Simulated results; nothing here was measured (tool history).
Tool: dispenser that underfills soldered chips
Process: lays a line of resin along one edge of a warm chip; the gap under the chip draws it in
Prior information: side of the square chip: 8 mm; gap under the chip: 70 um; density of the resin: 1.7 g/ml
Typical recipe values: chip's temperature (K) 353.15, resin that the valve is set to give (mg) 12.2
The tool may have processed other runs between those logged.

run	day	chip's temperature (K)	resin that the valve is set to give (mg)	time until the resin shows at the far edge (s)	resin that the valve gave (mg)
1	0.000	353.15	12.2	51.6	11.95
# day 0.217: new syringe of resin
2	0.350	353.15	12.2	49.6	12.08
# day 0.650: new syringe of resin
3	0.667	353.15	12.2	44.3	12.08
4	0.833	353.15	12.2	52.0	11.87
# day 1.067: new syringe of resin
5	1.083	353.15	12.2	44.1	11.90
6	1.379	353.15	12.2	58.1	11.92
# day 1.496: new syringe of resin
7	1.654	353.15	12.2	50.6	11.83
# day 1.912: new syringe of resin
8	2.025	348.15	10.9	61.1	10.38
# day 2.346: new syringe of resin
9	2.383	348.15	10.9	56.9	10.56
10	2.733	366.15	12.2	36.3	11.51
# day 2.771: new syringe of resin
11	2.921	357.15	12.0	42.6	11.41
# day 3.183: new syringe of resin
12	3.192	347.15	14.5	55.4	13.83
13	3.346	347.15	14.5	63.4	13.84
14	3.554	359.15	12.2	48.7	11.67

Here are 3 independent what-if runs from the current tool condition. What would each one return?
# day 3.604: new syringe of resin
A	3.792	353.15	11.9	?	?
# day 3.604: new syringe of resin
B	3.792	340.15	12.2	?	?
# day 3.604: new syringe of resin
C	3.792	361.15	11.1	?	?

run	time until the resin shows at the far edge (s)	resin that the valve gave (mg)
A	52.0	11.36
B	91.0	11.49
C	37.8	10.56
Take away the tool's hidden state, keep each run's random variation, and the runs would have read:
run	time until the resin shows at the far edge (s)	resin that the valve gave (mg)
A	44.2	11.95
B	77.4	12.09
C	32.0	11.11
